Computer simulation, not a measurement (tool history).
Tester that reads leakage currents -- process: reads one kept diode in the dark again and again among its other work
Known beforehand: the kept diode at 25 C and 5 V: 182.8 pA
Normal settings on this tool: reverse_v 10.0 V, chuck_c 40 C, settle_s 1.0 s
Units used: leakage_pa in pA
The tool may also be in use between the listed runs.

run,hour,reverse_v,chuck_c,settle_s,leakage_pa
1,0.0,10.0,40,1.0,770.60
2,43.9,10.0,40,1.0,769.77
3,88.9,10.0,40,1.0,767.74
4,117.0,10.0,40,1.0,771.27
5,165.0,10.0,40,1.0,771.17
6,210.0,10.0,57,1.0,2250.86
7,268.4,10.0,57,1.0,2250.26
8,312.3,16.7,23,1.0,332.92

What will run 9 give?
9,353.9,10.0,51,1.2,?

{"run 9": {"leakage_pa": 1543.9}}
On a tool with no hidden condition, and with the same random variation, this run would have come out at leakage_pa 1607.51 pA.
